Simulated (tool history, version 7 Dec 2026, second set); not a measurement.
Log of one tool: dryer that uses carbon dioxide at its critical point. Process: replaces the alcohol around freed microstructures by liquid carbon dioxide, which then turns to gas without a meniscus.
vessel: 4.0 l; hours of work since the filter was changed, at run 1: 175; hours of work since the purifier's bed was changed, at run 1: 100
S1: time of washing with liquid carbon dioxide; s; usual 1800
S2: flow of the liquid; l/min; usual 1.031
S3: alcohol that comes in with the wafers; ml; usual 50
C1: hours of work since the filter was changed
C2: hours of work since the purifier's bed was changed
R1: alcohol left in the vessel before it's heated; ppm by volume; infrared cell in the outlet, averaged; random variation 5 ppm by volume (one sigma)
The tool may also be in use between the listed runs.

run	day	S1	S2	S3	C1	C2	R1
1	0	1800	1.031	50	175	100	64
2	1.792	2580	1.031	50	209	134	41
3	3.496	2580	1.031	50	242	166	42
4	5.633	2580	1.031	50	282	207	44
5	7.979	2580	1.031	50	327	251	52
6	10.108	2700	1.031	50	367	292	56
7	11.233	2700	1.031	50	388	313	58
8	13.146	2700	1.74	50	425	349	61
9	15.321	1800	0.69	50	466	391	367
10	16.938	1800	0.69	50	497	421	387
# day 18.662: inlet filter changed
11	19.312	1800	0.69	50	12	466	294
12	21.671	1800	0.69	50	57	510	332
13	23.358	1800	0.69	50	89	542	337
14	25.746	1800	0.69	50	134	588	354
15	27.3	1800	1.031	50	164	617	141
16	29.558	1800	1.031	50	207	660	134
17	31.875	1800	1.031	37	251	704	157
18	34.375	1800	1.031	37	298	751	153
19	35.971	1800	1.031	37	328	781	170
20	37.492	1800	0.96	43	357	810	191
21	39.817	1800	1.38	38	401	854	148
22	41.392	1800	1.38	38	431	884	151
23	42.554	2460	0.67	50	453	906	255
24	43.933	2220	1.33	50	479	932	150
25	45.483	2220	1.33	50	509	962	178
# day 46.408: inlet filter changed
26	46.838	1800	0.91	89	8	987	272
27	49.054	2400	0.79	62	50	1029	212
28	51.492	1860	1.28	55	96	1075	184
29	52.825	1860	1.28	55	122	1100	182
30	55.475	1320	0.81	36	172	1151	498
31	57.25	1320	0.81	36	206	1184	498
32	59.65	1800	1.64	52	251	1230	195
33	61.846	1740	0.93	56	293	1271	314
34	63.717	2460	0.93	40	328	1307	228

The same runs without the tool's hidden state, with the same run-to-run variation:
The hidden state here: flow that reaches the vessel past the clogged filter, %; alcohol in the recycled carbon dioxide, ppm; drift of the gauge itself on alcohol_ppm, %.
run	R1
1	39
2	16
3	11
4	7
5	7
6	6
7	3
8	1
9	220
10	228
11	215
12	236
13	232
14	233
15	32
16	17
17	33
18	24
19	31
20	43
21	6
22	4
23	70
24	0
25	19
26	109
27	40
28	4
29	2
30	274
31	272
32	0
33	85
34	11
